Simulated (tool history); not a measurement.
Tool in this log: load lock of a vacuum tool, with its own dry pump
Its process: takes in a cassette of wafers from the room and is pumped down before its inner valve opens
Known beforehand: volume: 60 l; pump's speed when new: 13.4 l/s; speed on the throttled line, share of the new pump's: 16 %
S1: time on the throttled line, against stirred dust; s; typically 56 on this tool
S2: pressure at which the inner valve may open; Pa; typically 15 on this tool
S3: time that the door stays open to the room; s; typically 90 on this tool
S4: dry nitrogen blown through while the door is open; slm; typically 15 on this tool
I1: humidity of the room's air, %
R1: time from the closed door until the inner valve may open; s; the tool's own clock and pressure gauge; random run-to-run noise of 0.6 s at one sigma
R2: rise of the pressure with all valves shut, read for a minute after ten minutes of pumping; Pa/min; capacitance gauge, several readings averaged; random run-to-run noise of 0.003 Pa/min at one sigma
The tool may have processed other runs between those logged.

run 1 hour=0.0 | S1=56 S2=15 S3=90 S4=15 | I1=43.9 | R1=88.7 R2=0.024
run 2 hour=172.5 | S1=56 S2=14 S3=90 S4=15 | I1=46.6 | R1=90.2 R2=0.026
run 3 hour=315.3 | S1=56 S2=27 S3=90 S4=15 | I1=45.7 | R1=85.5 R2=0.026
run 4 hour=475.4 | S1=56 S2=27 S3=90 S4=15 | I1=45.8 | R1=86.5 R2=0.018
run 5 hour=584.8 | S1=56 S2=15 S3=90 S4=15 | I1=44.4 | R1=87.9 R2=0.021
run 6 hour=672.1 | S1=56 S2=15 S3=90 S4=15 | I1=48.1 | R1=88.3 R2=0.019
run 7 hour=753.0 | S1=56 S2=15 S3=90 S4=15 | I1=45.2 | R1=88.2 R2=0.027

Run 8 has not been measured yet. What should we expect?
run 8 hour=871.2 | S1=42 S2=16 S3=209 S4=15 | I1=44.0 | R1=? R2=?

{"run 8": {"R1": 76.4, "R2": 0.035}}
With no hidden state in the tool, this same run would have given R1 74.7 s, R2 0.032 Pa/min.
